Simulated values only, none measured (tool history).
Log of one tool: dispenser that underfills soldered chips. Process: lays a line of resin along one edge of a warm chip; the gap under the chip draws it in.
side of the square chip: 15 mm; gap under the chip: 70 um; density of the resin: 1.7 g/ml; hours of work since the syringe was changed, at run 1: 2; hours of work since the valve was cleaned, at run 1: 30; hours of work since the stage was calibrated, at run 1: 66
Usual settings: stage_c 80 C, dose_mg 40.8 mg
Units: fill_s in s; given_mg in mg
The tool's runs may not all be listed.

run  hour  stage_c  dose_mg  hours of work since the syringe was changed  hours of work since the valve was cleaned  hours of work since the stage was calibrated  fill_s  given_mg
  1     0       80     40.8                                            2                                         30                                            66   137.1     39.78
  2   3.8       80     40.8                                            4                                         32                                            69   150.9     39.56
  3     9       80     40.8                                            8                                         36                                            72   177.9      39.2
  4    13       80     40.8                                           10                                         38                                            75   196.8     39.49
     15.3  -- new syringe of resin
  5  17.3       76     40.8                                            1                                         41                                            77   161.6     39.48
  6  20.1       80     37.7                                            3                                         42                                            79   150.1     36.12
  7  23.1       95     40.8                                            5                                         44                                            81    87.5     39.22
  8  27.3       95     40.8                                            8                                         47                                            83    98.5     38.91
  9  31.3       80     40.8                                           10                                         49                                            86   200.5      38.9
     33.5  -- new syringe of resin
 10    35       80     40.8                                            1                                         52                                            88   136.1     38.62
 11  39.9       91     36.5                                            4                                         55                                            91   100.4     34.54
 12  44.5       91     36.5                                            7                                         58                                            94     114     34.54
 13  48.5       91     36.5                                            9                                         60                                            97   126.6     34.43
     51.7  -- new syringe of resin
 14  52.9       67     39.1                                            1                                         63                                            99   242.1     36.71
 15  56.2       92     40.8                                            3                                         65                                           101    90.9     38.34
 16  61.2       92     40.8                                            6                                         68                                           104   103.9     38.18
 17  64.1       76     40.8                                            8                                         70                                           106   215.4     38.04

Forecast each of these 3 alternatives for the next run:
  A  69.1       87     42.7                                           11                                         73                                           109       ?         ?
  B  69.1       69     51.1                                           11                                         73                                           109       ?         ?
  C  69.1       78     40.8                                           11                                         73                                           109       ?         ?

run  fill_s  given_mg
  A   158.2     39.87
  B   331.4     47.63
  C   226.8     37.95
Without the tool's hidden state the same runs would have given:
run  fill_s  given_mg
  A    99.2     42.86
  B     210      51.2
  C   142.2      40.8
